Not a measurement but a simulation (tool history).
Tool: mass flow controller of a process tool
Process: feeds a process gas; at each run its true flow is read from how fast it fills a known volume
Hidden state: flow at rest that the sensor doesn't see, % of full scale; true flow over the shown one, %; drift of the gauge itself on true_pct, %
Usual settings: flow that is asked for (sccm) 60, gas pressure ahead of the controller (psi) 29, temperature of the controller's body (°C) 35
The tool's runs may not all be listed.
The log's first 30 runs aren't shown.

run    hour  flow that is asked for (sccm)  gas pressure ahead of the controller (psi)  temperature of the controller's body (°C)  hours of work since the controller was set to zero  hours of work since the controller was changed  true flow (%)
 31  5146.2                             60                                        23.4                                         35                                                6082                                            6082          94.95
 32  5250.4                             26                                        23.4                                         35                                                6158                                            6158          91.93
 33  5355.1                             26                                        23.4                                         30                                                6234                                            6234          91.56
 34  5587.8                             26                                        23.1                                         30                                                6404                                            6404          91.34
 35  5714.6                             26                                        23.1                                         30                                                6497                                            6497          91.22
 36  5937.4                             31                                        23.2                                         32                                                6659                                            6659          92.09
 37  6167.3                             31                                          22                                         26                                                6827                                            6827           91.6
 38  6348.8                             31                                          22                                         26                                                6959                                            6959          91.59
 39  6572.9                            163                                          29                                         33                                                7123                                            7123          97.33
 40  6702.2                             63                                        23.5                                         32                                                7217                                            7217          94.31
 41  6835.4                             49                                        20.5                                         27                                                7315                                            7315          93.07
 42  6943.5                            155                                        27.6                                         35                                                7393                                            7393          97.04
 43  7160.7                             52                                        35.2                                         21                                                7552                                            7552           93.2
 44  7262.7                             75                                          31                                         21                                                7626                                            7626          94.19
 45  7411.1                             75                                          31                                         21                                                7735                                            7735          94.13
 46  7610.7                             60                                          29                                         29                                                7880                                            7880          93.77
 47  7711.8                             60                                        23.8                                         31                                                7954                                            7954          93.75
     7810.7  -- controller's zero set anew
 48  7885.7                             60                                        20.9                                         32                                                  55                                            8081          96.04
 49  8069.4                             60                                        20.9                                         32                                                 189                                            8215          96.07

3 ways to go on from here, each from the tool as it stands after run 49. What would each give?
  A  8211.1                             60                                        39.5                                         35                                                 292                                            8318              ?
  B  8211.1                             51                                        20.9                                         33                                                 292                                            8318              ?
  C  8211.1                             60                                        20.9                                         23                                                 292                                            8318              ?

run  true flow (%)
  A          96.58
  B          95.81
  C           95.4
Without the tool's hidden state the same runs would have given:
run  true flow (%)
  A          98.75
  B          98.01
  C          97.58
